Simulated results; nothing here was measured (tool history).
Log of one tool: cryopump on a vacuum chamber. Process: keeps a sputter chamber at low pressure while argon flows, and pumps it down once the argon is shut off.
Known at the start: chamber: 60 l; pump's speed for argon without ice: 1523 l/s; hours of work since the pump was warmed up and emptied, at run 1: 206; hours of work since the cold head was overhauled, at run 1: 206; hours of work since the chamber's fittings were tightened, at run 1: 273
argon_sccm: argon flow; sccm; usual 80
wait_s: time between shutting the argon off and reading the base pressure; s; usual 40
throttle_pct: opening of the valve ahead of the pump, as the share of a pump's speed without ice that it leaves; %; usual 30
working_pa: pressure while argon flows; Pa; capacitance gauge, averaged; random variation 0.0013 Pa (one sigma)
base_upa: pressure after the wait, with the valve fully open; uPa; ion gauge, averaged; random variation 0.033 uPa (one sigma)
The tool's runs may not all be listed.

run,hour,argon_sccm,wait_s,throttle_pct,hours of work since the pump was warmed up and emptied,hours of work since the cold head was overhauled,hours of work since the chamber's fittings were tightened,working_pa,base_upa
1,0.0,80,40,30,206,206,273,0.3035,1.93
2,20.6,80,40,30,216,216,283,0.3007,1.96
3,46.7,80,40,30,230,230,297,0.2987,1.86
4,72.9,80,40,30,243,243,310,0.3006,2.01
5,101.5,80,40,30,258,258,324,0.2985,1.99
6,122.2,80,40,30,268,268,335,0.3042,1.93
7,137.0,80,40,30,276,276,343,0.3016,2.02
8,156.4,80,40,30,286,286,352,0.3036,2.02
9,176.6,80,40,30,296,296,363,0.3026,2.05
10,197.0,80,40,25,306,306,373,0.3629,1.97
11,222.6,80,40,25,319,319,386,0.3609,1.98
12,250.0,80,40,25,333,333,400,0.3619,2.04
13,266.8,80,40,25,342,342,409,0.3632,2.02
14,295.4,80,40,25,357,357,423,0.3643,2.06
15,313.9,80,40,30,366,366,433,0.3037,2.06
16,328.0,80,40,30,373,373,440,0.3043,2.03
17,356.6,80,40,30,388,388,455,0.3034,2.02
18,372.8,99,41,18,396,396,463,0.6235,2.06
19,401.1,80,56,19,410,410,477,0.4732,1.66
20,427.1,132,60,19,424,424,490,0.7846,1.62
21,452.2,132,60,19,437,437,503,0.7877,1.60
22,473.8,132,60,19,448,448,514,0.7838,1.66
23,487.3,132,60,19,454,454,521,0.7866,1.62
24,511.3,132,60,19,467,467,533,0.7880,1.66
25,534.5,118,40,30,479,479,545,0.4531,2.12
26,550.4,118,40,30,487,487,553,0.4548,2.09
27,577.0,118,100,30,500,500,567,0.4557,1.25
28,606.7,111,40,30,515,515,582,0.4291,2.15
29,631.8,113,289,26,528,528,595,0.5000,0.93
30,645.1,48,289,26,535,535,602,0.2128,0.93
31,667.2,132,41,32,546,546,613,0.4782,2.16
32,682.7,36,92,21,554,554,621,0.1956,1.39
33,698.1,36,233,21,562,562,629,0.1955,0.98

Hidden state or all else? Some run-to-run changes of working_pa, split into what the settings, what came in and random variation would give without the hidden state, and what is left for the hidden state (with any gauge scatter that isn't in both results):
The hidden state here: pump's speed, % of a pump's without ice; cold plate's temperature, K; leak into the chamber, uPa l/s; drift of the gauge itself on working_pa, %; drift of the gauge itself on base_upa, %.
Run 17 -> 18: argon_sccm 80 -> 99, wait_s 40 -> 41, throttle_pct 30 -> 18. working_pa +0.3201 Pa: hidden state +0.0025, all else +0.3176.
Run 19 -> 20: argon_sccm 80 -> 132, wait_s 56 -> 60. working_pa +0.3114 Pa: hidden state +0.0068, all else +0.3046.
Run 24 -> 25: argon_sccm 132 -> 118, wait_s 60 -> 40, throttle_pct 19 -> 30. working_pa -0.3349 Pa: hidden state -0.0015, all else -0.3334.
Run 29 -> 30: argon_sccm 113 -> 48. working_pa -0.2872 Pa: hidden state -0.0100, all else -0.2772.
Run 30 -> 31: argon_sccm 48 -> 132, wait_s 289 -> 41, throttle_pct 26 -> 32. working_pa +0.2654 Pa: hidden state +0.0138, all else +0.2516.
Run 31 -> 32: argon_sccm 132 -> 36, wait_s 41 -> 92, throttle_pct 32 -> 21. working_pa -0.2826 Pa: hidden state -0.0156, all else -0.2670.
